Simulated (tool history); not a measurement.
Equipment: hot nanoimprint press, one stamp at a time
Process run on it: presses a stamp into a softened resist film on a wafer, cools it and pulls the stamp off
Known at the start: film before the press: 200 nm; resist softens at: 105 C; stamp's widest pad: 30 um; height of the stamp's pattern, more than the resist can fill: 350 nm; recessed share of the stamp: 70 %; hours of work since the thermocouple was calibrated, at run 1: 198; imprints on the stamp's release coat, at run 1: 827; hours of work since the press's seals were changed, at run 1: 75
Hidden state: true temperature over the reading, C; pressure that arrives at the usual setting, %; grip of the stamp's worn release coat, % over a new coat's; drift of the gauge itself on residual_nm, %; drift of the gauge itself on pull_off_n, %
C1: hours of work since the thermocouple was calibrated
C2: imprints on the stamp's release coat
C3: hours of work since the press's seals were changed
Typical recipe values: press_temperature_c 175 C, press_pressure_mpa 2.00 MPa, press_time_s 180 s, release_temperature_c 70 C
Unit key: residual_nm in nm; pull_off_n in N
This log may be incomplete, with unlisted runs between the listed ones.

run 1 hour=0.0 | press_temperature_c=175 press_pressure_mpa=2.00 press_time_s=180 release_temperature_c=70 | C1=198 C2=827 C3=75 | residual_nm=92.1 pull_off_n=215
run 2 hour=16.0 | press_temperature_c=175 press_pressure_mpa=2.00 press_time_s=180 release_temperature_c=57 | C1=206 C2=863 C3=83 | residual_nm=92.5 pull_off_n=254
run 3 hour=31.5 | press_temperature_c=175 press_pressure_mpa=1.22 press_time_s=180 release_temperature_c=57 | C1=213 C2=898 C3=90 | residual_nm=110.7 pull_off_n=254
run 4 hour=40.5 | press_temperature_c=175 press_pressure_mpa=1.22 press_time_s=180 release_temperature_c=57 | C1=217 C2=918 C3=94 | residual_nm=111.3 pull_off_n=253
run 5 hour=48.5 | press_temperature_c=165 press_pressure_mpa=2.00 press_time_s=180 release_temperature_c=70 | C1=221 C2=936 C3=98 | residual_nm=140.6 pull_off_n=227
run 6 hour=60.6 | press_temperature_c=175 press_pressure_mpa=2.00 press_time_s=95 release_temperature_c=70 | C1=227 C2=963 C3=104 | residual_nm=115.5 pull_off_n=227
run 7 hour=68.8 | press_temperature_c=175 press_pressure_mpa=2.58 press_time_s=95 release_temperature_c=70 | C1=231 C2=981 C3=108 | residual_nm=106.9 pull_off_n=223
run 8 hour=77.3 | press_temperature_c=175 press_pressure_mpa=2.58 press_time_s=95 release_temperature_c=70 | C1=235 C2=1000 C3=112 | residual_nm=105.9 pull_off_n=225
run 9 hour=86.7 | press_temperature_c=175 press_pressure_mpa=2.58 press_time_s=95 release_temperature_c=70 | C1=239 C2=1021 C3=116 | residual_nm=106.3 pull_off_n=224
run 10 hour=94.4 | press_temperature_c=175 press_pressure_mpa=2.58 press_time_s=95 release_temperature_c=70 | C1=243 C2=1039 C3=120 | residual_nm=105.1 pull_off_n=224
run 11 hour=107.1 | press_temperature_c=175 press_pressure_mpa=2.65 press_time_s=180 release_temperature_c=70 | C1=249 C2=1067 C3=126 | residual_nm=82.2 pull_off_n=230
run 12 hour=121.1 | press_temperature_c=175 press_pressure_mpa=2.65 press_time_s=180 release_temperature_c=70 | C1=256 C2=1098 C3=133 | residual_nm=82.0 pull_off_n=223
run 13 hour=134.1 | press_temperature_c=175 press_pressure_mpa=2.65 press_time_s=180 release_temperature_c=70 | C1=262 C2=1128 C3=139 | residual_nm=81.7 pull_off_n=229
run 14 hour=150.8 | press_temperature_c=176 press_pressure_mpa=2.00 press_time_s=180 release_temperature_c=70 | C1=270 C2=1165 C3=147 | residual_nm=89.0 pull_off_n=226
run 15 hour=161.4 | press_temperature_c=176 press_pressure_mpa=2.00 press_time_s=180 release_temperature_c=70 | C1=275 C2=1189 C3=152 | residual_nm=89.0 pull_off_n=230
run 16 hour=174.9 | press_temperature_c=182 press_pressure_mpa=1.40 press_time_s=99 release_temperature_c=70 | C1=282 C2=1219 C3=159 | residual_nm=98.3 pull_off_n=225
run 17 hour=192.2 | press_temperature_c=175 press_pressure_mpa=2.00 press_time_s=114 release_temperature_c=67 | C1=290 C2=1258 C3=167 | residual_nm=110.7 pull_off_n=242
run 18 hour=205.8 | press_temperature_c=175 press_pressure_mpa=2.00 press_time_s=114 release_temperature_c=67 | C1=296 C2=1288 C3=173 | residual_nm=111.6 pull_off_n=237
run 19 hour=218.8 | press_temperature_c=175 press_pressure_mpa=2.00 press_time_s=114 release_temperature_c=67 | C1=303 C2=1317 C3=180 | residual_nm=110.7 pull_off_n=244
run 20 hour=228.0 | press_temperature_c=175 press_pressure_mpa=1.69 press_time_s=114 release_temperature_c=62 | C1=307 C2=1338 C3=184 | residual_nm=116.2 pull_off_n=254
run 21 hour=241.0 | press_temperature_c=175 press_pressure_mpa=2.00 press_time_s=180 release_temperature_c=62 | C1=313 C2=1367 C3=190 | residual_nm=93.9 pull_off_n=260
run 22 hour=255.3 | press_temperature_c=175 press_pressure_mpa=1.38 press_time_s=180 release_temperature_c=71 | C1=320 C2=1399 C3=197 | residual_nm=108.4 pull_off_n=231
run 23 hour=270.7 | press_temperature_c=175 press_pressure_mpa=1.38 press_time_s=180 release_temperature_c=71 | C1=328 C2=1433 C3=205 | residual_nm=109.0 pull_off_n=233
run 24 hour=280.8 | press_temperature_c=175 press_pressure_mpa=1.58 press_time_s=180 release_temperature_c=66 | C1=332 C2=1456 C3=209 | residual_nm=103.7 pull_off_n=249
run 25 hour=294.8 | press_temperature_c=175 press_pressure_mpa=1.73 press_time_s=180 release_temperature_c=72 | C1=339 C2=1487 C3=216 | residual_nm=100.8 pull_off_n=230

Run 26, settings as shown, results not yet in. Your forecast:
run 26 hour=304.4 | press_temperature_c=175 press_pressure_mpa=1.73 press_time_s=180 release_temperature_c=72 | C1=344 C2=1509 C3=221 | residual_nm=? pull_off_n=?

Run 26 gave residual_nm 99.5 nm, pull_off_n 233 N.
Minus the tool's unlogged condition, the same run would have read residual_nm 93.3 nm, pull_off_n 194 N.
